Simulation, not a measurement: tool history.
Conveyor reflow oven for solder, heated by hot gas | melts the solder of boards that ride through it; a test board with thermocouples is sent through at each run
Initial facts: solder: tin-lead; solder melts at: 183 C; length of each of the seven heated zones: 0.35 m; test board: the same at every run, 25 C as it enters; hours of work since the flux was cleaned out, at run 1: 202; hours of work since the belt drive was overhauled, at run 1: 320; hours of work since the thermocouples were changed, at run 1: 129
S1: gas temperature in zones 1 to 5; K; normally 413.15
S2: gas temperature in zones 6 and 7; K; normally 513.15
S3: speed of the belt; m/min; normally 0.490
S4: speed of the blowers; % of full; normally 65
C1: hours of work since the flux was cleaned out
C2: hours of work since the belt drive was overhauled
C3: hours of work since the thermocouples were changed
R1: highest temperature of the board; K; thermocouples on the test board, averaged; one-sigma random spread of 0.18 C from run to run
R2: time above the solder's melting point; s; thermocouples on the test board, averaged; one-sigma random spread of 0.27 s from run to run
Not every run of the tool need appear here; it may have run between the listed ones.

run	hour	S1	S2	S3	S4	C1	C2	C3	R1	R2
1	0.0	413.15	513.15	0.490	65	202	320	129	493.55	67.4
2	26.1	413.15	513.15	0.490	82	214	332	141	495.75	69.8
3	42.5	413.15	513.15	0.490	65	221	340	149	493.35	67.2
4	55.5	413.15	513.15	0.490	65	227	346	155	493.45	67.7
5	74.1	413.15	513.15	0.490	65	236	355	164	493.35	67.2
6	90.0	413.15	513.15	0.490	65	244	362	171	493.25	67.4
7	105.4	413.15	513.15	0.490	65	251	369	178	492.95	67.2
8	122.8	413.15	523.15	0.490	65	259	377	187	501.75	74.1
9	141.9	413.15	523.15	0.490	65	268	386	196	501.75	73.8
10	159.2	413.15	513.15	0.490	65	276	394	204	493.15	67.4
11	178.5	413.15	513.15	0.490	67	285	404	213	493.15	67.6
12	203.7	413.15	513.15	0.490	67	297	415	224	493.25	66.9
# hour 212.8: flux residue cleaned out of gas plates and filters
13	227.3	413.15	513.15	0.490	67	7	424	233	495.85	70.2
14	249.3	413.15	513.15	0.490	65	17	434	243	495.85	69.3
15	269.4	413.15	513.15	0.417	65	26	444	253	500.95	86.9
16	295.5	413.15	521.15	0.417	67	39	456	265	508.25	91.8
17	319.5	413.15	508.15	0.526	65	50	467	276	488.65	59.2
18	334.8	413.15	522.15	0.490	65	57	474	283	503.05	74.5
19	355.7	413.15	517.15	0.447	65	67	484	293	501.95	81.9
20	371.3	411.15	516.15	0.408	55	74	491	300	501.75	88.6
21	398.4	411.15	516.15	0.408	55	87	504	313	501.85	89.2
22	417.9	411.15	516.15	0.408	55	96	513	322	502.15	88.8
23	441.0	411.15	516.15	0.466	52	107	524	333	496.45	72.8
24	458.1	405.15	513.15	0.490	65	115	532	341	493.35	65.0
25	485.2	405.15	507.15	0.490	65	127	545	354	488.15	60.2
26	511.0	405.15	514.15	0.490	65	139	557	366	493.95	65.6
27	529.5	406.15	502.15	0.490	56	148	565	374	482.35	54.0
28	544.3	406.15	515.15	0.490	56	155	572	381	492.85	65.1
29	556.9	408.15	506.15	0.490	56	161	578	387	485.85	58.5
30	580.3	413.15	504.15	0.490	65	172	589	398	486.75	62.3

Selected run-to-run steps in R1, each split into two signed amounts: the part the tool would show with no hidden state at all (from settings, incoming material and random variation), and the remainder, which goes to the hidden state together with any gauge scatter not common to the measured and the hidden-state-free results:
The hidden state here: heat that the gas passes to the board, % of a clean oven's; belt's true speed, % of the reading; true gas temperature in zones 6 and 7 over the reading, C; drift of the gauge itself on peak_c, C; drift of the gauge itself on liquid_s, %.
Run 1 -> 2: S4 65 -> 82. R1 +2.20 K: hidden state -0.20, all else +2.40.
Run 12 -> 13: flux residue cleaned out of gas plates and filters. R1 +2.60 K: hidden state +2.80, all else -0.20.
Run 16 -> 17: S2 521.15 -> 508.15, S3 0.417 -> 0.526, S4 67 -> 65. R1 -19.60 K: hidden state -0.10, all else -19.50.
Run 17 -> 18: S2 508.15 -> 522.15, S3 0.526 -> 0.490. R1 +14.40 K: hidden state +0.00, all else +14.40.
Run 23 -> 24: S1 411.15 -> 405.15, S2 516.15 -> 513.15, S3 0.466 -> 0.490, S4 52 -> 65. R1 -3.10 K: hidden state -0.30, all else -2.80.
Run 26 -> 27: S1 405.15 -> 406.15, S2 514.15 -> 502.15, S4 65 -> 56. R1 -11.60 K: hidden state +0.00, all else -11.60.
